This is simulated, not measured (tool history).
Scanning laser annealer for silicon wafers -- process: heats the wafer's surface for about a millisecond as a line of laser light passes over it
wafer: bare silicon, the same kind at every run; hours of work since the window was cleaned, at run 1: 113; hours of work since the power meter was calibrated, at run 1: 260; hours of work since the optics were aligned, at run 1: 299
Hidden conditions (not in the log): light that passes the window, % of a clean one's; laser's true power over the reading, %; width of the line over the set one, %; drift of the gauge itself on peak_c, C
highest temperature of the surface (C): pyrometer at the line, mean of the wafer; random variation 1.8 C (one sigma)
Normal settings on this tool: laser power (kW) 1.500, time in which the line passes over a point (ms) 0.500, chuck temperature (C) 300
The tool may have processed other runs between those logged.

run   hour  laser power (kW)  time in which the line passes over a point (ms)  chuck temperature (C)  hours of work since the window was cleaned  hours of work since the power meter was calibrated  hours of work since the optics were aligned  highest temperature of the surface (C)
  1    0.0             1.500                                            0.500                    300                                         113                                                 260                                          299                                    1044
  2   10.4             1.500                                            0.500                    300                                         120                                                 266                                          306                                    1042
  3   17.0             1.500                                            0.358                    300                                         124                                                 270                                          310                                     939
  4   24.0             1.616                                            0.358                    300                                         128                                                 274                                          314                                    1005
  5   33.8             1.500                                            0.500                    300                                         134                                                 281                                          320                                    1043
  6   44.4             1.500                                            0.500                    300                                         141                                                 287                                          327                                    1041
  7   56.1             1.500                                            0.500                    300                                         148                                                 294                                          334                                    1038
  8   67.4             1.500                                            0.500                    300                                         155                                                 301                                          341                                    1039
  9   73.8             1.500                                            0.500                    300                                         159                                                 305                                          345                                    1041
 10   82.8             1.500                                            0.597                    300                                         165                                                 311                                          351                                    1100
 11   92.0             1.500                                            0.500                    329                                         170                                                 317                                          357                                    1068
 12  103.4             1.500                                            0.500                    329                                         178                                                 324                                          364                                    1064
 13  113.5             1.500                                            0.500                    329                                         184                                                 330                                          370                                    1063
 14  122.2             1.500                                            0.500                    329                                         189                                                 336                                          375                                    1065
 15  128.7             1.287                                            0.619                    300                                         193                                                 340                                          379                                     959
 16  136.5             1.597                                            0.445                    300                                         198                                                 344                                          384                                    1058
 17  145.4             1.597                                            0.445                    300                                         204                                                 350                                          390                                    1058

Forecast run 18:
 18  152.8             1.597                                            0.445                    300                                         208                                                 355                                          394                                       ?

Run 18 measured highest temperature of the surface (C) 1053.
Without the tool's hidden state the same run would have given highest temperature of the surface (C) 1074.
